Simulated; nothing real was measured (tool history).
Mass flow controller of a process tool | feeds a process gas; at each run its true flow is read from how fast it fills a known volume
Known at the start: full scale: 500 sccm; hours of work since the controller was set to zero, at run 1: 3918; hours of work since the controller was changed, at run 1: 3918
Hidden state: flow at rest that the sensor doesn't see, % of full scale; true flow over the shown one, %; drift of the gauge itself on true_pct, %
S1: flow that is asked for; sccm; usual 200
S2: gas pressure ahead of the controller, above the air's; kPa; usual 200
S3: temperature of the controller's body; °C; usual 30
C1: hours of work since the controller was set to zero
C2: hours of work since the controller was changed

Run 1, hour 0.0: usual settings; C1 3918; C2 3918. Result: true flow (%) 102.86.
Run 2, hour 77.6: usual settings; C1 3961; C2 3961. Result: true flow (%) 102.78.
Run 3, hour 157.8: usual settings but S1 216 sccm; C1 4006; C2 4006. Result: true flow (%) 102.76.
Run 4, hour 263.0: usual settings; C1 4064; C2 4064. Result: true flow (%) 102.93.
Run 5, hour 336.8: usual settings but S2 246 kPa; C1 4105; C2 4105. Result: true flow (%) 103.06.
Run 6, hour 460.9: usual settings but S3 24 °C; C1 4174; C2 4174. Result: true flow (%) 102.45.
Run 7, hour 528.1: usual settings; C1 4211; C2 4211. Result: true flow (%) 102.95.
Run 8, hour 610.3: usual settings but S1 408 sccm; C1 4256; C2 4256. Result: true flow (%) 102.79.
Run 9, hour 703.1: usual settings but S1 408 sccm; C1 4308; C2 4308. Result: true flow (%) 102.76.
Run 10, hour 810.3: usual settings but S1 408 sccm; C1 4367; C2 4367. Result: true flow (%) 102.87.
Run 11, hour 863.6: usual settings but S1 408 sccm; C1 4397; C2 4397. Result: true flow (%) 102.81.
Run 12, hour 918.3: usual settings but S1 408 sccm; C1 4427; C2 4427. Result: true flow (%) 102.80.
Run 13, hour 1025.8: usual settings but S1 408 sccm; C1 4486; C2 4486. Result: true flow (%) 102.77.
Run 14, hour 1153.3: usual settings but S1 408 sccm; C1 4557; C2 4557. Result: true flow (%) 102.94.
Run 15, hour 1234.6: usual settings but S1 408 sccm; C1 4602; C2 4602. Result: true flow (%) 102.84.
Run 16, hour 1340.1: usual settings but S3 27 °C; C1 4660; C2 4660. Result: true flow (%) 103.14.
Run 17, hour 1466.9: usual settings but S1 196 sccm; C1 4731; C2 4731. Result: true flow (%) 103.47.
Run 18, hour 1568.1: usual settings but S1 196 sccm; C1 4787; C2 4787. Result: true flow (%) 103.46.
Run 19, hour 1687.1: usual settings but S1 196 sccm; C1 4852; C2 4852. Result: true flow (%) 103.52.
Run 20, hour 1789.2: usual settings but S1 196 sccm; C1 4909; C2 4909. Result: true flow (%) 103.67.
Run 21, hour 1860.5: usual settings but S1 196 sccm; C1 4949; C2 4949. Result: true flow (%) 103.68.
Run 22, hour 1931.8: usual settings but S1 165 sccm; C1 4988; C2 4988. Result: true flow (%) 103.92.
Run 23, hour 1997.8: usual settings but S1 194 sccm, S3 25 °C; C1 5025; C2 5025. Result: true flow (%) 103.12.
Run 24, hour 2099.0: usual settings but S1 194 sccm, S3 25 °C; C1 5081; C2 5081. Result: true flow (%) 103.38.
Run 25, hour 2207.2: usual settings but S1 194 sccm, S3 25 °C; C1 5140; C2 5140. Result: true flow (%) 103.35.
Run 26, hour 2309.4: usual settings but S2 204 kPa; C1 5197; C2 5197. Result: true flow (%) 103.76.
Run 27, hour 2421.4: usual settings but S1 162 sccm, S3 24 °C; C1 5259; C2 5259. Result: true flow (%) 103.83.
Run 28, hour 2516.1: usual settings but S1 376 sccm, S3 35 °C; C1 5311; C2 5311. Result: true flow (%) 103.83.
Run 29, hour 2593.8: usual settings but S1 77 sccm, S2 168 kPa, S3 32 °C; C1 5354; C2 5354. Result: true flow (%) 106.99.
Run 30, hour 2713.9: usual settings but S1 57 sccm; C1 5421; C2 5421. Result: true flow (%) 108.80.
Run 31, hour 2831.4: usual settings but S1 87 sccm; C1 5486; C2 5486. Result: true flow (%) 106.36.
Run 32, hour 2887.4: usual settings but S1 87 sccm; C1 5517; C2 5517. Result: true flow (%) 106.46.
Run 33, hour 2997.0: usual settings but S1 245 sccm; C1 5578; C2 5578. Result: true flow (%) 103.77.
Run 34, hour 3080.6: usual settings but S1 61 sccm, S2 244 kPa; C1 5624; C2 5624. Result: true flow (%) 108.61.
Run 35, hour 3188.8: usual settings but S1 204 sccm, S3 20 °C; C1 5684; C2 5684. Result: true flow (%) 103.23.
Run 36, hour 3253.8: usual settings but S1 204 sccm, S2 202 kPa, S3 23 °C; C1 5720; C2 5720. Result: true flow (%) 103.60.
Run 37, hour 3346.1: usual settings but S1 204 sccm, S2 239 kPa, S3 33 °C; C1 5771; C2 5771. Result: true flow (%) 104.49.
Run 38, hour 3470.8: usual settings but S1 274 sccm, S2 190 kPa, S3 22 °C; C1 5840; C2 5840. Result: true flow (%) 103.12.
Run 39, hour 3547.9: usual settings but S1 274 sccm, S2 190 kPa, S3 22 °C; C1 5883; C2 5883. Result: true flow (%) 103.18.
Run 40, hour 3672.5: usual settings but S1 278 sccm, S2 253 kPa, S3 29 °C; C1 5952; C2 5952. Result: true flow (%) 103.79.
Run 41, hour 3791.3: usual settings but S1 278 sccm, S2 253 kPa, S3 29 °C; C1 6018; C2 6018. Result: true flow (%) 103.92.
Run 42, hour 3848.1: usual settings but S1 79 sccm, S2 211 kPa, S3 34 °C; C1 6049; C2 6049. Result: true flow (%) 108.05.
Run 43, hour 3956.7: usual settings but S1 232 sccm, S2 157 kPa; C1 6109; C2 6109. Result: true flow (%) 104.17.
Run 44, hour 4029.8: usual settings but S1 232 sccm, S2 144 kPa; C1 6150; C2 6150. Result: true flow (%) 104.31.

Hidden state or all else? Some run-to-run changes of true flow (%), split into what the settings, what came in and random variation would give without the hidden state, and what is left for the hidden state (with any gauge scatter that isn't in both results):
Run 28 -> 29: S1 376 -> 77, S2 200 -> 168, S3 35 -> 32. true flow (%) +3.16: hidden state +4.13, all else -0.97.
Run 33 -> 34: S1 245 -> 61, S2 200 -> 244. true flow (%) +4.84: hidden state +5.15, all else -0.31.
Run 34 -> 35: S1 61 -> 204, S2 244 -> 200, S3 30 -> 20. true flow (%) -5.38: hidden state -4.73, all else -0.65.
Run 41 -> 42: S1 278 -> 79, S2 253 -> 211, S3 29 -> 34. true flow (%) +4.13: hidden state +4.05, all else +0.08.

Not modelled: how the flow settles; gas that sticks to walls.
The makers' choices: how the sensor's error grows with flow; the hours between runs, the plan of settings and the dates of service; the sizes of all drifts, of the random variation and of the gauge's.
